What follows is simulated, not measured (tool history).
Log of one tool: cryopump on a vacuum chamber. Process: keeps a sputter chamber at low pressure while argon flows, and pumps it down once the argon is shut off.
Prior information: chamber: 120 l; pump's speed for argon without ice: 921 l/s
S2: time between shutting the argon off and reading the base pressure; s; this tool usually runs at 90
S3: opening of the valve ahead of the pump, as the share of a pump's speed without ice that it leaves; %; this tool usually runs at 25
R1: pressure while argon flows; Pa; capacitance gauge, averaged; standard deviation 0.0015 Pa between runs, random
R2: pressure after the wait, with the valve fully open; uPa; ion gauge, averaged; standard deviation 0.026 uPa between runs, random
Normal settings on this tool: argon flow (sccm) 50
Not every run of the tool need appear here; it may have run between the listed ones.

Run 1, hour 0: usual settings. Result: R1 0.3724 Pa, R2 1.95 uPa.
Run 2, hour 28.3: usual settings. Result: R1 0.3734 Pa, R2 1.92 uPa.
Run 3, hour 63: usual settings but argon flow (sccm) 64. Result: R1 0.477 Pa, R2 1.92 uPa.
Run 4, hour 87.5: usual settings but S2 41 s. Result: R1 0.3718 Pa, R2 3.66 uPa.
Run 5, hour 104.2: usual settings. Result: R1 0.3751 Pa, R2 1.95 uPa.
Run 6, hour 124.6: usual settings but S2 71 s. Result: R1 0.375 Pa, R2 2.31 uPa.
Run 7, hour 140.4: usual settings but S2 71 s. Result: R1 0.375 Pa, R2 2.29 uPa.
Run 8, hour 174.3: usual settings but S2 71 s. Result: R1 0.3729 Pa, R2 2.36 uPa.
Run 9, hour 202.4: usual settings but S3 16 %. Result: R1 0.5784 Pa, R2 1.96 uPa.
Run 10, hour 219.5: usual settings. Result: R1 0.3773 Pa, R2 1.93 uPa.
Run 11, hour 244.7: usual settings. Result: R1 0.374 Pa, R2 1.98 uPa.
Run 12, hour 278.5: usual settings. Result: R1 0.3766 Pa, R2 1.98 uPa.
Run 13, hour 307.9: usual settings but S2 91 s, S3 20 %. Result: R1 0.4687 Pa, R2 1.97 uPa.
Run 14, hour 341.7: usual settings but argon flow (sccm) 34, S2 113 s, S3 31 %. Result: R1 0.2064 Pa, R2 1.69 uPa.
Run 15, hour 366.9: usual settings but argon flow (sccm) 66, S2 163 s, S3 19 %. Result: R1 0.6498 Pa, R2 1.29 uPa.
Run 16, hour 398.8: usual settings but S2 269 s, S3 43 %. Result: R1 0.223 Pa, R2 1 uPa.
Run 17, hour 419: usual settings but argon flow (sccm) 78, S2 70 s, S3 23 %. Result: R1 0.6394 Pa, R2 2.39 uPa.

Run 18 has not been measured yet. What should we expect?
Run 18, hour 454.9: usual settings but argon flow (sccm) 78, S2 70 s, S3 23 %. Result: R1 ?, R2 ?.

Run 18 came out at R1 0.6342 Pa, R2 2.42 uPa.
Had the tool carried no hidden state, the very same run would have given R1 0.6178 Pa, R2 2.22 uPa.

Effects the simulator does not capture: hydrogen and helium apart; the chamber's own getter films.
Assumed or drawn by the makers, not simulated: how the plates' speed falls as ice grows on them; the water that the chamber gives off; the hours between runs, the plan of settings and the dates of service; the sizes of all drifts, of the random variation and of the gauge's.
